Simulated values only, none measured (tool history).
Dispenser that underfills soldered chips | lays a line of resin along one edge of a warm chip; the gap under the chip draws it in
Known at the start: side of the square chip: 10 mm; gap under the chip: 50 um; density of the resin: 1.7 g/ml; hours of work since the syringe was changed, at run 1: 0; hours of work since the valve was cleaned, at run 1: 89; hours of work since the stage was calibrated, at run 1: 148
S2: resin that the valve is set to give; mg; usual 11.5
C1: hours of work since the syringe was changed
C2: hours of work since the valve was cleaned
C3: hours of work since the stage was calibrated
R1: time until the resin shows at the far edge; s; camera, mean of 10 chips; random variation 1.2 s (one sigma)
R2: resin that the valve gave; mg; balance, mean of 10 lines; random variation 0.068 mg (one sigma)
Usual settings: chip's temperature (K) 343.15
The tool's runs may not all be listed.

run 1 hour=0.0 | chip's_temperature_(K)=343.15 S2=11.5 | C1=0 C2=89 C3=148 | R1=130.0 R2=10.58
run 2 hour=4.8 | chip's_temperature_(K)=343.15 S2=11.5 | C1=4 C2=93 C3=152 | R1=175.7 R2=10.69
run 3 hour=11.0 | chip's_temperature_(K)=343.15 S2=11.5 | C1=9 C2=97 C3=157 | R1=256.8 R2=10.57
-- hour=13.7 new syringe of resin
-- hour=15.2 dispensing valve cleaned and set on the balance
run 4 hour=15.6 | chip's_temperature_(K)=343.15 S2=11.5 | C1=1 C2=0 C3=159 | R1=128.3 R2=11.58
run 5 hour=21.6 | chip's_temperature_(K)=343.15 S2=11.5 | C1=5 C2=5 C3=164 | R1=193.1 R2=11.42
run 6 hour=26.5 | chip's_temperature_(K)=343.15 S2=11.5 | C1=9 C2=9 C3=167 | R1=261.7 R2=11.46
-- hour=28.7 new syringe of resin
run 7 hour=33.7 | chip's_temperature_(K)=343.15 S2=11.5 | C1=4 C2=14 C3=173 | R1=172.5 R2=11.40
run 8 hour=37.4 | chip's_temperature_(K)=343.15 S2=11.5 | C1=7 C2=17 C3=175 | R1=218.6 R2=11.33
-- hour=42.7 new syringe of resin
run 9 hour=42.7 | chip's_temperature_(K)=331.15 S2=11.5 | C1=0 C2=20 C3=179 | R1=204.5 R2=11.17
run 10 hour=48.2 | chip's_temperature_(K)=331.15 S2=11.5 | C1=4 C2=25 C3=183 | R1=293.8 R2=11.11
run 11 hour=55.1 | chip's_temperature_(K)=331.15 S2=11.5 | C1=9 C2=30 C3=189 | R1=456.4 R2=11.25
-- hour=56.7 new syringe of resin
run 12 hour=59.4 | chip's_temperature_(K)=331.15 S2=11.5 | C1=2 C2=33 C3=192 | R1=248.2 R2=11.11
run 13 hour=65.4 | chip's_temperature_(K)=331.15 S2=11.5 | C1=7 C2=38 C3=196 | R1=373.1 R2=11.11
run 14 hour=70.0 | chip's_temperature_(K)=331.15 S2=11.5 | C1=10 C2=41 C3=200 | R1=495.3 R2=11.15
-- hour=71.0 new syringe of resin
run 15 hour=77.2 | chip's_temperature_(K)=331.15 S2=11.5 | C1=5 C2=46 C3=205 | R1=309.1 R2=10.96
run 16 hour=81.2 | chip's_temperature_(K)=355.15 S2=12.7 | C1=8 C2=49 C3=208 | R1=144.0 R2=12.17
-- hour=85.3 new syringe of resin
run 17 hour=88.5 | chip's_temperature_(K)=340.15 S2=12.3 | C1=2 C2=55 C3=213 | R1=172.5 R2=11.57
run 18 hour=94.2 | chip's_temperature_(K)=337.15 S2=12.5 | C1=7 C2=59 C3=218 | R1=289.1 R2=11.77
-- hour=99.5 new syringe of resin
run 19 hour=100.5 | chip's_temperature_(K)=333.15 S2=11.8 | C1=1 C2=64 C3=222 | R1=204.4 R2=11.05
run 20 hour=103.5 | chip's_temperature_(K)=333.15 S2=11.8 | C1=3 C2=66 C3=225 | R1=255.5 R2=11.12
run 21 hour=108.3 | chip's_temperature_(K)=333.15 S2=11.8 | C1=7 C2=70 C3=228 | R1=345.4 R2=11.05
run 22 hour=111.2 | chip's_temperature_(K)=352.15 S2=11.2 | C1=9 C2=72 C3=231 | R1=189.4 R2=10.38

The next listed run, before its measurement:
-- hour=113.5 new syringe of resin
run 23 hour=118.4 | chip's_temperature_(K)=336.15 S2=10.2 | C1=4 C2=77 C3=236 | R1=? R2=?

{"run 23": {"R1": 250.4, "R2": 9.45}}
Without the tool's hidden state the same run would have given R1 168.3 s, R2 10.19 mg.
